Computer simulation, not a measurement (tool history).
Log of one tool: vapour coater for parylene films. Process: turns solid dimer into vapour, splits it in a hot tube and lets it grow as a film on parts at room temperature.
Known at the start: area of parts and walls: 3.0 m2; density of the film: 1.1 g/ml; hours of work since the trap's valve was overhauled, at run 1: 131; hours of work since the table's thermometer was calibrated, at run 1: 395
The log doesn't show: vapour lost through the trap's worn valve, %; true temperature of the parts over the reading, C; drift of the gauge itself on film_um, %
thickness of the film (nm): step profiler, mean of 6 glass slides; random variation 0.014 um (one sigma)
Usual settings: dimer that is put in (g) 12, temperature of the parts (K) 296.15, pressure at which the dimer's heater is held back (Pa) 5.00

run   hour  dimer that is put in (g)  temperature of the parts (K)  pressure at which the dimer's heater is held back (Pa)  hours of work since the trap's valve was overhauled  hours of work since the table's thermometer was calibrated  thickness of the film (nm)
  1    0.0                        12                        296.15                                                    5.00                                                  131                                                         395                        1890
  2   18.5                        12                        296.15                                                    5.00                                                  146                                                         411                        1900
  3   28.7                        18                        296.15                                                    5.00                                                  155                                                         420                        2840
  4   42.2                        12                        296.15                                                   11.59                                                  167                                                         431                        1810
  5   53.9                        12                        296.15                                                   11.59                                                  177                                                         441                        1810
  6   74.6                        12                        296.15                                                   11.59                                                  194                                                         459                        1820
  7   95.8                        12                        296.15                                                   11.59                                                  212                                                         477                        1820
  8  109.8                        12                        296.15                                                   11.59                                                  224                                                         489                        1800
  9  123.1                        14                        296.15                                                    2.39                                                  235                                                         500                        2320
 10  138.7                        14                        296.15                                                    2.39                                                  249                                                         513                        2290
 11  150.4                         8                        303.15                                                    8.12                                                  259                                                         523                        1060
 12  166.0                        17                        296.15                                                    8.87                                                  272                                                         537                        2610
 13  187.4                         8                        303.15                                                    8.81                                                  290                                                         555                        1040
 14  203.0                        10                        292.15                                                    8.81                                                  303                                                         568                        1620
 15  221.4                        10                        292.15                                                    8.81                                                  319                                                         584                        1660
 16  238.0                        10                        292.15                                                    8.81                                                  333                                                         598                        1660

4 ways to go on from here, each from the tool as it stands after run 16. What would each give?
     246.1  -- trap's valve overhauled
  A  263.3                        16                        296.15                                                    6.11                                                   15                                                         616                           ?
     246.1  -- trap's valve overhauled
  B  263.3                        10                        299.15                                                    8.86                                                   15                                                         616                           ?
     246.1  -- trap's valve overhauled
  C  263.3                        17                        294.15                                                    5.44                                                   15                                                         616                           ?
     246.1  -- trap's valve overhauled
  D  263.3                        10                        291.15                                                    8.81                                                   15                                                         616                           ?

run  thickness of the film (nm)
  A                        2470
  B                        1460
  C                        2800
  D                        1690
Without the tool's hidden state the same runs would have given:
run  thickness of the film (nm)
  A                        2470
  B                        1460
  C                        2800
  D                        1690
